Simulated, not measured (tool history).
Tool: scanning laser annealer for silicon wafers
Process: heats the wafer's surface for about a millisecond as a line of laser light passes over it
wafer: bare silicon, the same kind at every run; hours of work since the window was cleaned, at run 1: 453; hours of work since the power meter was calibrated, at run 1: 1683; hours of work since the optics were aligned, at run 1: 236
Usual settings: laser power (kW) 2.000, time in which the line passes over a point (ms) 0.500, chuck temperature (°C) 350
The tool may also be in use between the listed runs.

run    hour  laser power (kW)  time in which the line passes over a point (ms)  chuck temperature (°C)  hours of work since the window was cleaned  hours of work since the power meter was calibrated  hours of work since the optics were aligned  highest temperature of the surface (°C)
  1     0.0             2.000                                            0.500                     350                                         453                                                1683                                          236                                     1101
  2    61.3             2.000                                            0.500                     350                                         491                                                1721                                          274                                     1101
  3   157.9             2.000                                            0.500                     350                                         551                                                1781                                          334                                     1091
  4   218.0             1.945                                            0.500                     350                                         589                                                1819                                          371                                     1069
  5   293.1             1.945                                            0.500                     350                                         635                                                1866                                          418                                     1063
  6   351.0             1.945                                            0.500                     350                                         672                                                1902                                          454                                     1060
  7   404.2             1.945                                            0.500                     350                                         705                                                1935                                          487                                     1059
  8   482.5             1.945                                            0.500                     350                                         753                                                1983                                          536                                     1056
  9   548.8             1.945                                            0.500                     350                                         794                                                2025                                          577                                     1054
      611.0  -- window over the wafer cleaned
 10   640.7             1.945                                            0.500                     350                                          18                                                2080                                          633                                     1084
 11   709.9             2.000                                            0.500                     350                                          62                                                2124                                          676                                     1110
 12   794.0             2.000                                            0.539                     350                                         114                                                2176                                          728                                     1141
      842.2  -- optics aligned, line set to its width
 13   887.0             2.000                                            0.539                     350                                         169                                                2231                                           28                                     1153
 14   949.4             2.000                                            0.539                     350                                         207                                                2269                                           67                                     1152
 15  1035.9             2.000                                            0.500                     350                                         261                                                2323                                          120                                     1116
 16  1075.0             2.000                                            0.500                     350                                         285                                                2347                                          145                                     1114
 17  1162.9             2.000                                            0.500                     350                                         340                                                2402                                          199                                     1112
 18  1213.3             2.000                                            0.500                     350                                         371                                                2433                                          231                                     1110
 19  1263.5             2.000                                            0.500                     350                                         403                                                2465                                          262                                     1105
 20  1350.3             2.061                                            0.500                     372                                         457                                                2519                                          316                                     1155
 21  1394.6             2.061                                            0.500                     372                                         484                                                2546                                          343                                     1152
 22  1447.8             2.000                                            0.500                     387                                         517                                                2579                                          377                                     1131
 23  1513.6             1.940                                            0.593                     351                                         558                                                2620                                          417                                     1134
 24  1594.8             1.787                                            0.542                     373                                         609                                                2671                                          468                                     1038
 25  1677.4             2.075                                            0.500                     350                                         660                                                2722                                          519                                     1122
 26  1728.6             2.075                                            0.500                     350                                         692                                                2754                                          551                                     1122
 27  1780.6             1.853                                            0.375                     325                                         724                                                2786                                          583                                      886
 28  1851.0             1.994                                            0.388                     331                                         768                                                2830                                          627                                      960
 29  1901.1             1.994                                            0.388                     331                                         799                                                2861                                          658                                      960
     1950.3  -- window over the wafer cleaned
 30  1950.3             1.745                                            0.371                     336                                           0                                                2890                                          688                                      880
 31  2015.4             2.000                                            0.500                     337                                          40                                                2931                                          728                                     1107
     2063.5  -- optics aligned, line set to its width
 32  2076.5             2.000                                            0.500                     337                                          75                                                2966                                            8                                     1124
 33  2159.4             2.000                                            0.500                     337                                         127                                                3017                                           60                                     1117
 34  2226.2             1.953                                            0.362                     376                                         168                                                3059                                          101                                     1006
 35  2265.8             2.000                                            0.470                     334                                         193                                                3083                                          126                                     1084
 36  2337.4             2.000                                            0.470                     334                                         238                                                3128                                          170                                     1079
 37  2386.1             1.863                                            0.547                     366                                         268                                                3158                                          201                                     1105

Hidden state at the last listed run before each entry between runs and at the first one after, where it differs:
Between runs 9 and 10: window over the wafer cleaned (hour 611.0)
  light that passes the window, % of a clean one's: 95.65 -> 99.22; laser's true power over the reading, %: 0.91 -> 0.94; width of the line over the set one, %: 2.8 -> 3.06
  measured less the result without the state, highest temperature of the surface (°C): -50 -> -16
Between runs 12 and 13: optics aligned, line set to its width (hour 842.2)
  light that passes the window, % of a clean one's: 98.75 -> 98.47; laser's true power over the reading, %: 0.98 -> 1.01; width of the line over the set one, %: 3.5 -> 0.24
  measured less the result without the state, highest temperature of the surface (°C): -24 -> -8
Between runs 29 and 30: window over the wafer cleaned (hour 1950.3)
  light that passes the window, % of a clean one's: 95.22 -> 99.85; laser's true power over the reading, %: 1.31 -> 1.32; width of the line over the set one, %: 3.07 -> 3.2
  measured less the result without the state, highest temperature of the surface (°C): -47 -> -5
Between runs 31 and 32: optics aligned, line set to its width (hour 2063.5)
  light that passes the window, % of a clean one's: 99.63 -> 99.44; laser's true power over the reading, %: 1.34 -> 1.36; width of the line over the set one, %: 3.39 -> 0.33
  measured less the result without the state, highest temperature of the surface (°C): -10 -> +6

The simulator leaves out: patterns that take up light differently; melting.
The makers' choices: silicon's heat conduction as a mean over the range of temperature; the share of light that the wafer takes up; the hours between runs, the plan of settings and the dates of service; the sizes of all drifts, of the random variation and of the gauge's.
